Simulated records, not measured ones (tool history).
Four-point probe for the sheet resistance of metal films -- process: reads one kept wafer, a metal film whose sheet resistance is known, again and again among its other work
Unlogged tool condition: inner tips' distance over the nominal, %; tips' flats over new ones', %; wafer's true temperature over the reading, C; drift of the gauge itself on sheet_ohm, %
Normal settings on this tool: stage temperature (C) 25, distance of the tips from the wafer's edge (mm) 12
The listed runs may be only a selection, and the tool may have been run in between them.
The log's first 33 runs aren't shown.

run	hour	stage temperature (C)	distance of the tips from the wafer's edge (mm)	touches since the probe head was changed	hours of work since the stage's thermometer was calibrated	sheet resistance as the instrument gives it (ohm/square)
34	2253.9	30	27	67483	586	1.980937
35	2346.4	30	27	68759	635	1.980892
36	2395.8	23	10	69440	661	1.995964
37	2477.3	20	61	70564	703	1.996888
38	2562.6	20	61	71742	748	1.996503
39	2643.9	25	56	72865	790	1.988629
40	2709.4	22	8	73768	824	2.000068
41	2782.8	28	4	74781	863	2.010222
42	2862.7	32	17	75884	904	1.97898
43	2947.4	19	21	77052	948	1.998233

What if the next run were any one of these 5? Each begins from the tool's condition after run 43:
A	3016.8	18	4	78009	985	?
B	3016.8	19	21	78009	985	?
C	3016.8	35	32	78009	985	?
D	3016.8	33	3	78009	985	?
E	3016.8	19	13	78009	985	?

run	sheet resistance as the instrument gives it (ohm/square)
A	2.02618
B	1.999215
C	1.973283
D	2.022505
E	2.000928
With the hidden condition removed and each run's random variation left untouched, the same runs would have given:
run	sheet resistance as the instrument gives it (ohm/square)
A	2.026204
B	1.999239
C	1.973306
D	2.022529
E	2.000952
